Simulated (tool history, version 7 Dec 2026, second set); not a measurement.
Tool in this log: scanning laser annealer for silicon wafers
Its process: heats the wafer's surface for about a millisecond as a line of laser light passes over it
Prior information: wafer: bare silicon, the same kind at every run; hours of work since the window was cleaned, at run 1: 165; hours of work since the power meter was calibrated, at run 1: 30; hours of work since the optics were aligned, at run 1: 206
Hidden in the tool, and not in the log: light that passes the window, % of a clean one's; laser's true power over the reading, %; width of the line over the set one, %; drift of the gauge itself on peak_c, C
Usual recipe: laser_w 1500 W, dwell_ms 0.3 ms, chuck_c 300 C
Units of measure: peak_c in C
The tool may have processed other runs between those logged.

run   hour  laser_w  dwell_ms  chuck_c  hours of work since the window was cleaned  hours of work since the power meter was calibrated  hours of work since the optics were aligned  peak_c
  1      0     1500       0.3      300                                         165                                                  30                                          206    1128
  2   22.5     1500       0.3      300                                         177                                                  41                                          217    1123
  3   47.8     1500     0.284      300                                         190                                                  54                                          230    1102
  4     73     1500       0.3      300                                         202                                                  67                                          243    1125
  5     92     1500       0.3      300                                         212                                                  76                                          253    1123
  6  106.8     1500       0.3      292                                         219                                                  84                                          260    1116
  7  130.2     1500       0.3      292                                         231                                                  96                                          272    1112
  8  148.7     1500       0.3      292                                         241                                                 105                                          281    1112
  9  172.5     1500     0.267      300                                         253                                                 117                                          293    1075
 10  188.8     1500       0.3      300                                         261                                                 126                                          302    1123
 11  200.3     1500      0.29      334                                         267                                                 131                                          307    1142
 12  216.6     1485     0.291      334                                         275                                                 140                                          316    1134
 13  233.4     1485     0.291      334                                         284                                                 148                                          324    1134
 14  245.5     1283     0.245      298                                         290                                                 154                                          330     924
 15  263.1     1377     0.283      280                                         299                                                 163                                          339    1001
 16  275.5     1481     0.302      300                                         305                                                 169                                          346    1108
 17  294.7     1539     0.316      304                                         315                                                 179                                          355    1166
 18    308     1376       0.3      339                                         321                                                 186                                          362    1077
 19  330.9     1500     0.253      300                                         333                                                 198                                          374    1055
 20  347.7     1470     0.316      300                                         341                                                 206                                          382    1116

Had the tool no unlogged condition, and each run kept its random variation, what would the results have been?
run  peak_c
  1    1139
  2    1135
  3    1114
  4    1138
  5    1137
  6    1129
  7    1127
  8    1127
  9    1090
 10    1138
 11    1157
 12    1150
 13    1151
 14     937
 15    1016
 16    1125
 17    1185
 18    1093
 19    1073
 20    1136
